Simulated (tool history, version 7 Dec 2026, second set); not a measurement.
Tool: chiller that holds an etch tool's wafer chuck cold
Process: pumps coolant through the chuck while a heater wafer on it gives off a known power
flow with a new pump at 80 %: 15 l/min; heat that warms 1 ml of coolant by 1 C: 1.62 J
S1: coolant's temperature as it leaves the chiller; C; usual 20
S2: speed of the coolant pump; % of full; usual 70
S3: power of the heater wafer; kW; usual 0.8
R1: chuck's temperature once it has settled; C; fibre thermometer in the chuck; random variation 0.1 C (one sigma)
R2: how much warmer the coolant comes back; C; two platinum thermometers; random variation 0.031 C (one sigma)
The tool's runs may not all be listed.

| run | hour | S1 | S2 | S3 | R1 | R2 |
|---|---|---|---|---|---|---|
| 1 | 0 | 20 | 70 | 0.8 | 25.8 | 2.28 |
| 2 | 59.9 | 20 | 70 | 0.8 | 25.8 | 2.26 |
| 3 | 162.7 | 20 | 70 | 0.8 | 25.7 | 2.26 |
| 4 | 231.3 | 20 | 70 | 0.8 | 25.7 | 2.3 |
| 5 | 327.6 | 20 | 70 | 0.8 | 25.8 | 2.28 |
| 6 | 430.4 | 20 | 70 | 0.8 | 26 | 2.32 |
| 7 | 502.6 | 20 | 70 | 0.8 | 26 | 2.3 |
| 8 | 598.3 | 12 | 70 | 0.8 | 18.1 | 2.23 |
| 9 | 674.5 | 20 | 70 | 0.8 | 26 | 2.32 |
| 10 | 770.6 | 20 | 70 | 0.8 | 26.1 | 2.3 |
| 11 | 878.7 | 20 | 70 | 0.8 | 26.2 | 2.35 |
| 12 | 959.9 | 20 | 70 | 0.8 | 26.1 | 2.31 |
| 13 | 1049.7 | 20 | 70 | 0.8 | 26.3 | 2.35 |
| 14 | 1119 | 20 | 70 | 0.8 | 26.1 | 2.32 |
| 15 | 1211 | 20 | 70 | 0.8 | 26.1 | 2.34 |
| 16 | 1301.7 | 20 | 70 | 0.422 | 23.7 | 1.19 |
| 17 | 1398.2 | 20 | 70 | 0.422 | 23.4 | 1.25 |
|  | 1420 | chiller's thermometer calibrated |
| 18 | 1524.8 | 11 | 63 | 0.684 | 16.6 | 2.18 |
| 19 | 1646.9 | 11 | 63 | 0.684 | 16.6 | 2.19 |
| 20 | 1761.7 | 11 | 63 | 0.684 | 16.5 | 2.22 |
| 21 | 1822.2 | 11 | 63 | 0.684 | 16.5 | 2.26 |
| 22 | 1874.4 | 19 | 86 | 1.141 | 26.2 | 2.77 |
|  | 1887.2 | coolant pump overhauled |
| 23 | 1975.6 | 19 | 86 | 1.141 | 26.4 | 2.83 |
| 24 | 2055 | 19 | 86 | 1.141 | 26.6 | 2.87 |
|  | 2127.9 | coolant pump overhauled, once more |
| 25 | 2143.3 | 20 | 70 | 0.662 | 24.8 | 1.87 |
| 26 | 2239.2 | 24 | 94 | 0.553 | 27.5 | 1.19 |
| 27 | 2334.3 | 12 | 89 | 1.086 | 18.6 | 2.43 |
| 28 | 2407.8 | 12 | 63 | 1.086 | 20.8 | 3.45 |
| 29 | 2532.2 | 12 | 63 | 1.086 | 20.9 | 3.39 |
| 30 | 2623.9 | 20 | 79 | 0.487 | 23.3 | 1.23 |
| 31 | 2689.5 | 17 | 75 | 0.8 | 22.7 | 2.18 |

4 ways to go on from here, each from the tool as it stands after run 31. What would each give?
| A | 2754.9 | 15 | 94 | 0.743 | ? | ? |
| B | 2754.9 | 16 | 77 | 0.8 | ? | ? |
| C | 2754.9 | 25 | 68 | 0.833 | ? | ? |
| D | 2754.9 | 10 | 70 | 0.8 | ? | ? |

| run | R1 | R2 |
|---|---|---|
| A | 19.7 | 1.63 |
| B | 21.8 | 2.07 |
| C | 31.4 | 2.42 |
| D | 16.1 | 2.26 |
Without the tool's hidden state the same runs would have given:
| run | R1 | R2 |
|---|---|---|
| A | 19.1 | 1.61 |
| B | 21.1 | 2.04 |
| C | 30.6 | 2.39 |
| D | 15.3 | 2.23 |

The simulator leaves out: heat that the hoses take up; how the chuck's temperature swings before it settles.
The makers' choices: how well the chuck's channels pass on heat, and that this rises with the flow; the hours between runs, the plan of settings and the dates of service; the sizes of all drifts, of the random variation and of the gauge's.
